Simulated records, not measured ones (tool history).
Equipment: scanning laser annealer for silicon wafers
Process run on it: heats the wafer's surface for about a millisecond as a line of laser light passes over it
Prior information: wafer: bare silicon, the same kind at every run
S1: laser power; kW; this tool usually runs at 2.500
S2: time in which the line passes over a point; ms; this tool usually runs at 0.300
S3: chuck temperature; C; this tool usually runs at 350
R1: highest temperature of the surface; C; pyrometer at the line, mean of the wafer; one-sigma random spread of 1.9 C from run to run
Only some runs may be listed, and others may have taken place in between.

run 1 hour=0.0 | S1=2.500 S2=0.300 S3=350 | R1=1170
run 2 hour=9.1 | S1=2.500 S2=0.357 S3=350 | R1=1232
run 3 hour=15.7 | S1=2.500 S2=0.357 S3=350 | R1=1228
run 4 hour=22.3 | S1=2.500 S2=0.300 S3=350 | R1=1167
run 5 hour=27.5 | S1=2.155 S2=0.300 S3=350 | R1=1027
run 6 hour=38.0 | S1=2.155 S2=0.300 S3=350 | R1=1029
run 7 hour=44.2 | S1=2.155 S2=0.300 S3=350 | R1=1027
run 8 hour=52.0 | S1=2.155 S2=0.300 S3=350 | R1=1027
run 9 hour=58.6 | S1=2.155 S2=0.300 S3=350 | R1=1026
run 10 hour=70.8 | S1=2.155 S2=0.300 S3=350 | R1=1029
run 11 hour=80.5 | S1=2.155 S2=0.300 S3=350 | R1=1027
run 12 hour=88.0 | S1=2.155 S2=0.267 S3=350 | R1=998
run 13 hour=96.1 | S1=2.155 S2=0.267 S3=350 | R1=995
run 14 hour=101.6 | S1=2.500 S2=0.355 S3=350 | R1=1227
run 15 hour=109.3 | S1=2.600 S2=0.283 S3=313 | R1=1152
run 16 hour=118.4 | S1=2.168 S2=0.353 S3=361 | R1=1093
run 17 hour=124.8 | S1=2.302 S2=0.230 S3=350 | R1=1009
run 18 hour=133.6 | S1=2.271 S2=0.304 S3=350 | R1=1078
run 19 hour=144.8 | S1=2.210 S2=0.304 S3=353 | R1=1057
run 20 hour=156.8 | S1=2.210 S2=0.304 S3=353 | R1=1053
run 21 hour=165.0 | S1=2.210 S2=0.304 S3=353 | R1=1055
run 22 hour=173.4 | S1=2.210 S2=0.304 S3=353 | R1=1059
run 23 hour=181.6 | S1=2.287 S2=0.316 S3=350 | R1=1094
run 24 hour=189.1 | S1=2.287 S2=0.316 S3=350 | R1=1095
run 25 hour=197.2 | S1=2.382 S2=0.300 S3=350 | R1=1118
run 26 hour=208.0 | S1=2.428 S2=0.370 S3=350 | R1=1213
run 27 hour=217.7 | S1=2.332 S2=0.255 S3=380 | R1=1078
run 28 hour=223.6 | S1=2.332 S2=0.255 S3=380 | R1=1078

Alternative continuations, all from the tool just after run 28; predict every row:
run A hour=231.9 | S1=2.306 S2=0.258 S3=363 | R1=?
run B hour=231.9 | S1=2.504 S2=0.368 S3=367 | R1=?
run C hour=231.9 | S1=2.245 S2=0.371 S3=345 | R1=?
run D hour=231.9 | S1=2.332 S2=0.232 S3=367 | R1=?
run E hour=231.9 | S1=2.439 S2=0.259 S3=327 | R1=?

run=A R1=1057
run=B R1=1262
run=C R1=1128
run=D R1=1036
run=E R1=1072
What these runs would have given with no unlogged condition in the tool:
run=A R1=1057
run=B R1=1262
run=C R1=1128
run=D R1=1037
run=E R1=1073

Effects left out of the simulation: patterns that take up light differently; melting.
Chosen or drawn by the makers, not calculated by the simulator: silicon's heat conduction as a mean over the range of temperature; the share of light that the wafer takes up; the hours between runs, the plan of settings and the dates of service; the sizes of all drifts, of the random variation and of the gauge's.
